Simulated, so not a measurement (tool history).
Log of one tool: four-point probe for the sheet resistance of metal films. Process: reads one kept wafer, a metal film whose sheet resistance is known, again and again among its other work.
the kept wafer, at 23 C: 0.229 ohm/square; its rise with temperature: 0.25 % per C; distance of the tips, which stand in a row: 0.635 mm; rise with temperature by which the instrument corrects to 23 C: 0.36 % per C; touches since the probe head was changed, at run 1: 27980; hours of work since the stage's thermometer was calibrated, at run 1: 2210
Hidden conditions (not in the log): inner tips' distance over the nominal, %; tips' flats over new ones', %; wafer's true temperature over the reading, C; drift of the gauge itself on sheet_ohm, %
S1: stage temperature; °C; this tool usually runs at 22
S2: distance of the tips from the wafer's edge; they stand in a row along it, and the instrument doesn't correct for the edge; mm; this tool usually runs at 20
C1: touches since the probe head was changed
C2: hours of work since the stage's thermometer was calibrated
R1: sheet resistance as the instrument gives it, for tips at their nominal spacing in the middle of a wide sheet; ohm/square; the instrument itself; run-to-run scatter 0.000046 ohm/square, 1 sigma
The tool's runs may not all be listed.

Run 1, hour 0: usual settings; C1 27980; C2 2210. Result: R1 0.228128 ohm/square.
Run 2, hour 10.2: usual settings but S2 7 mm; C1 28316; C2 2217. Result: R1 0.228959 ohm/square.
Run 3, hour 19.5: usual settings but S2 7 mm; C1 28620; C2 2224. Result: R1 0.229003 ohm/square.
Run 4, hour 33.6: usual settings but S2 8 mm; C1 29085; C2 2234. Result: R1 0.228677 ohm/square.
Run 5, hour 54: usual settings but S2 5 mm; C1 29754; C2 2249. Result: R1 0.229851 ohm/square.
Run 6, hour 66.7: usual settings but S2 5 mm; C1 30172; C2 2258. Result: R1 0.229873 ohm/square.
Run 7, hour 82.7: usual settings but S2 5 mm; C1 30696; C2 2270. Result: R1 0.229908 ohm/square.
Run 8, hour 91.9: usual settings but S2 5 mm; C1 30998; C2 2277. Result: R1 0.229777 ohm/square.
Run 9, hour 101.1: usual settings but S2 5 mm; C1 31300; C2 2283. Result: R1 0.229874 ohm/square.
Run 10, hour 121: usual settings but S2 5 mm; C1 31954; C2 2298. Result: R1 0.229839 ohm/square.
Run 11, hour 136.3: usual settings but S2 15 mm; C1 32459; C2 2309. Result: R1 0.228066 ohm/square.
Run 12, hour 149.5: usual settings but S2 15 mm; C1 32892; C2 2318. Result: R1 0.228 ohm/square.
Run 13, hour 164.6: usual settings; C1 33388; C2 2329. Result: R1 0.228014 ohm/square.
Run 14, hour 186: usual settings; C1 34090; C2 2345. Result: R1 0.227982 ohm/square.
Run 15, hour 200.3: usual settings but S2 3 mm; C1 34561; C2 2355. Result: R1 0.233338 ohm/square.
Run 16, hour 212.3: usual settings but S2 3 mm; C1 34954; C2 2364. Result: R1 0.233316 ohm/square.
Run 17, hour 229.3: usual settings; C1 35514; C2 2376. Result: R1 0.227985 ohm/square.
At hour 231.6: stage's thermometer calibrated.
Run 18, hour 244.6: usual settings; C1 35998; C2 9. Result: R1 0.227909 ohm/square.
Run 19, hour 261.1: usual settings; C1 36543; C2 21. Result: R1 0.227923 ohm/square.
Run 20, hour 274.6: usual settings; C1 36986; C2 31. Result: R1 0.22791 ohm/square.
Run 21, hour 285.3: usual settings; C1 37335; C2 39. Result: R1 0.227922 ohm/square.
Run 22, hour 301.9: usual settings but S1 26 °C, S2 8 mm; C1 37881; C2 51. Result: R1 0.227568 ohm/square.
Run 23, hour 318.9: usual settings but S1 30 °C, S2 8 mm; C1 38441; C2 63. Result: R1 0.226532 ohm/square.

Run 24, settings as shown, results not yet in. Your forecast:
At hour 332.9: stage's thermometer calibrated, once more.
Run 24, hour 332.9: usual settings but S1 30 °C, S2 8 mm; C1 38886; C2 0. Result: R1 ?.

R1: 0.22676 ohm/square
Without the tool's hidden state the same run would have given R1 0.228026 ohm/square.

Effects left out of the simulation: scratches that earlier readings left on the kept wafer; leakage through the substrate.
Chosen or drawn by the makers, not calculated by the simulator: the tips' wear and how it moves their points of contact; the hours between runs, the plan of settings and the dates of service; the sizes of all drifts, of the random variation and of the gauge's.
